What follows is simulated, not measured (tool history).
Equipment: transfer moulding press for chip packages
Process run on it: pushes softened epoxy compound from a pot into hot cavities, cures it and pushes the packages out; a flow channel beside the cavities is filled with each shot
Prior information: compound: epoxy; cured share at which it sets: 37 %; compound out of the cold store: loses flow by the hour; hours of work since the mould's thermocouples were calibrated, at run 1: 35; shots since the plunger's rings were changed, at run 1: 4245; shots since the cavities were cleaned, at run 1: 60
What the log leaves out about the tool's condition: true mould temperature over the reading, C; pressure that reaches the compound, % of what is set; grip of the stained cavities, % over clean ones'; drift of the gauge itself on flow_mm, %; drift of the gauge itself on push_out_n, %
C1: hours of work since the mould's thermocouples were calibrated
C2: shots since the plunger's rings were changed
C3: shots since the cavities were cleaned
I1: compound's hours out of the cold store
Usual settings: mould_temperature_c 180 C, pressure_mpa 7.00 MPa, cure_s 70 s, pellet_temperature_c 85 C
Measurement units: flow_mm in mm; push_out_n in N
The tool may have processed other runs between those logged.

Run 1, hour 0.0: usual settings; C1 35; C2 4245; C3 60; I1 27.4. Result: flow_mm 462 mm, push_out_n 661 N.
Run 2, hour 15.9: usual settings; C1 46; C2 4525; C3 340; I1 34.6. Result: flow_mm 436 mm, push_out_n 849 N.
Run 3, hour 35.4: usual settings; C1 60; C2 4871; C3 686; I1 34.8. Result: flow_mm 426 mm, push_out_n 1057 N.
At hour 44.3: cavities cleaned with cleaning compound and waxed.
Run 4, hour 46.4: usual settings; C1 67; C2 5037; C3 36; I1 11.7. Result: flow_mm 484 mm, push_out_n 701 N.
Run 5, hour 58.7: usual settings; C1 76; C2 5254; C3 253; I1 43.1. Result: flow_mm 416 mm, push_out_n 772 N.
At hour 66.1: plunger's sealing rings changed.
Run 6, hour 79.4: usual settings but pressure_mpa 5.54 MPa; C1 89; C2 235; C3 576; I1 20.4. Result: flow_mm 445 mm, push_out_n 1050 N.

For run 7, what comes out?
At hour 93.8: cavities cleaned with cleaning compound and waxed.
Run 7, hour 93.9: usual settings but pressure_mpa 5.54 MPa, cure_s 80 s, pellet_temperature_c 93 C; C1 98; C2 464; C3 2; I1 18.2. Result: flow_mm ?, push_out_n ?.

{"run 7": {"flow_mm": 462, "push_out_n": 518}}
Without the tool's hidden state the same run would have given flow_mm 466 mm, push_out_n 503 N.
